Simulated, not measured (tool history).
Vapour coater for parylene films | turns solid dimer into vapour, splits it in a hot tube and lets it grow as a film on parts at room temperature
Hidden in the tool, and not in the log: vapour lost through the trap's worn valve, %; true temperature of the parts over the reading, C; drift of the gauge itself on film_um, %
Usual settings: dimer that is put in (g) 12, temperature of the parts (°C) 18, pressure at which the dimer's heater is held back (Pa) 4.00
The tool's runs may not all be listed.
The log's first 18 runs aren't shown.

run   hour  dimer that is put in (g)  temperature of the parts (°C)  pressure at which the dimer's heater is held back (Pa)  hours of work since the trap's valve was overhauled  hours of work since the table's thermometer was calibrated  thickness of the film (nm)
 19  283.0                        12                             18                                                    4.00                                                  399                                                         535                        9220
 20  291.6                        12                             18                                                    4.00                                                  404                                                         540                        9420
 21  308.1                        12                             18                                                    2.93                                                  415                                                         551                        9700
 22  318.5                        12                             18                                                    2.93                                                  421                                                         557                        9770
 23  330.4                         5                             28                                                    7.87                                                  429                                                         565                        2730
 24  343.2                         5                             28                                                    7.87                                                  437                                                         573                        2710
 25  361.6                         5                             28                                                    7.87                                                  449                                                         585                        2770
 26  371.1                        12                             11                                                   10.66                                                  455                                                         591                        9780
 27  390.8                         7                             10                                                   10.66                                                  467                                                         604                        5760
 28  404.0                        20                             23                                                    9.80                                                  476                                                         612                       11790
 29  415.8                        20                             23                                                    9.80                                                  483                                                         619                       11910
 30  436.9                        19                             13                                                    5.79                                                  497                                                         633                       15640
     442.1  -- trap's valve overhauled
 31  462.1                        12                             11                                                   10.30                                                   13                                                         646                        9050
 32  477.7                        12                             11                                                   10.30                                                   23                                                         656                        9090
     492.1  -- trap's valve overhauled, once more
 33  499.8                         6                             13                                                   10.30                                                    5                                                         668                        4860
 34  512.2                         6                             13                                                   10.30                                                   13                                                         676                        4830
 35  526.5                        11                             18                                                    5.59                                                   22                                                         685                        8670
 36  536.7                        12                             17                                                    4.00                                                   28                                                         691                       10040
 37  549.6                        12                             17                                                    4.00                                                   37                                                         699                        9950
 38  558.9                         7                             25                                                    7.93                                                   43                                                         705                        4350
 39  572.3                        12                             18                                                    7.69                                                   51                                                         714                        8980
 40  592.7                        12                             14                                                    4.00                                                   64                                                         727                       10850
 41  611.8                        12                             14                                                    4.00                                                   76                                                         739                       10590
 42  624.8                        11                             15                                                    2.46                                                   85                                                         747                       10350
 43  638.5                        11                             21                                                    2.46                                                   93                                                         756                        8870

3 ways to go on from here, each from the tool as it stands after run 43. What would each give?
  A  647.2                        20                             13                                                    6.06                                                   99                                                         762                           ?
  B  647.2                         7                             22                                                   10.97                                                   99                                                         762                           ?
  C  647.2                        16                             21                                                    2.46                                                   99                                                         762                           ?

run  thickness of the film (nm)
  A                       17250
  B                        4430
  C                       12950
Without the tool's hidden state the same runs would have given:
run  thickness of the film (nm)
  A                       17340
  B                        4450
  C                       13020

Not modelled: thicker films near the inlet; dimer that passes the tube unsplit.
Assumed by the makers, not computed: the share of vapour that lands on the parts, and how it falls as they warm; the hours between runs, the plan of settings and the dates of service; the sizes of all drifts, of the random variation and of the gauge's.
